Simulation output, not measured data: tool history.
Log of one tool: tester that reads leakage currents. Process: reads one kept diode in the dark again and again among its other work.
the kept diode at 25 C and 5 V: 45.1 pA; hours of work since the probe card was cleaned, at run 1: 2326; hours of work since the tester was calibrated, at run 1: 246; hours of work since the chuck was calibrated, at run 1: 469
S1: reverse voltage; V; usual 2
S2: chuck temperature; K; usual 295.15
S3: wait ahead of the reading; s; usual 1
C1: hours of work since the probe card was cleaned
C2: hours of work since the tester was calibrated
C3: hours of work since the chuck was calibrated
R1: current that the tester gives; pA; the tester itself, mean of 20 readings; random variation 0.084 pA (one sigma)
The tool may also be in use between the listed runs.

| run | hour | S1 | S2 | S3 | C1 | C2 | C3 | R1 |
|---|---|---|---|---|---|---|---|---|
| 1 | 0 | 2 | 295.15 | 1 | 2326 | 246 | 469 | 25.86 |
| 2 | 53.2 | 2 | 295.15 | 1 | 2366 | 285 | 509 | 25.88 |
| 3 | 97.5 | 2 | 295.15 | 1 | 2399 | 318 | 542 | 26 |
| 4 | 134.3 | 2 | 295.15 | 1 | 2426 | 346 | 569 | 26.09 |
| 5 | 177.4 | 2 | 295.15 | 1 | 2458 | 378 | 602 | 26.12 |
| 6 | 223.7 | 2 | 305.15 | 1 | 2493 | 412 | 636 | 60.32 |
| 7 | 266.6 | 2 | 305.15 | 1 | 2525 | 444 | 668 | 60.25 |
| 8 | 321.3 | 2 | 305.15 | 1 | 2566 | 485 | 709 | 60.68 |
| 9 | 364.4 | 2 | 305.15 | 1.04 | 2598 | 517 | 741 | 60.9 |
| 10 | 418.6 | 2 | 305.15 | 1.04 | 2638 | 557 | 781 | 60.95 |
| 11 | 454.1 | 2 | 295.15 | 1 | 2665 | 584 | 808 | 26.59 |
| 12 | 506.8 | 2 | 295.15 | 1 | 2704 | 623 | 847 | 26.65 |
| 13 | 549.3 | 2 | 295.15 | 1 | 2735 | 655 | 879 | 26.92 |
| 14 | 586.8 | 2 | 295.15 | 1 | 2763 | 683 | 907 | 26.98 |
| 15 | 630.7 | 2 | 315.15 | 1 | 2796 | 716 | 939 | 139.82 |
| 16 | 673.2 | 2 | 331.15 | 1 | 2828 | 747 | 971 | 482.41 |
| 17 | 712.9 | 5.38 | 324.15 | 0.33 | 2857 | 777 | 1001 | 465.6 |
| 18 | 754 | 2 | 312.15 | 1 | 2888 | 807 | 1031 | 110 |
| 19 | 793 | 2 | 295.15 | 0.68 | 2917 | 836 | 1060 | 27.47 |
| 20 | 823.4 | 15.64 | 318.15 | 0.69 | 2940 | 859 | 1083 | 503.5 |
| 21 | 870 | 15.64 | 318.15 | 0.69 | 2974 | 894 | 1118 | 505.02 |
|  | 889.7 | chuck's temperature calibrated |
| 22 | 914.4 | 1.84 | 309.15 | 1.22 | 3006 | 925 | 18 | 78.94 |
| 23 | 943.1 | 2 | 328.15 | 1.15 | 3027 | 947 | 40 | 372.26 |

Run 24 comes next. What will it give?
| 24 | 993.1 | 3.33 | 332.15 | 0.69 | 3065 | 984 | 77 | ? |

{"run 24": {"R1": 647.51}}
Without the tool's hidden state the same run would have given R1 632.76 pA.
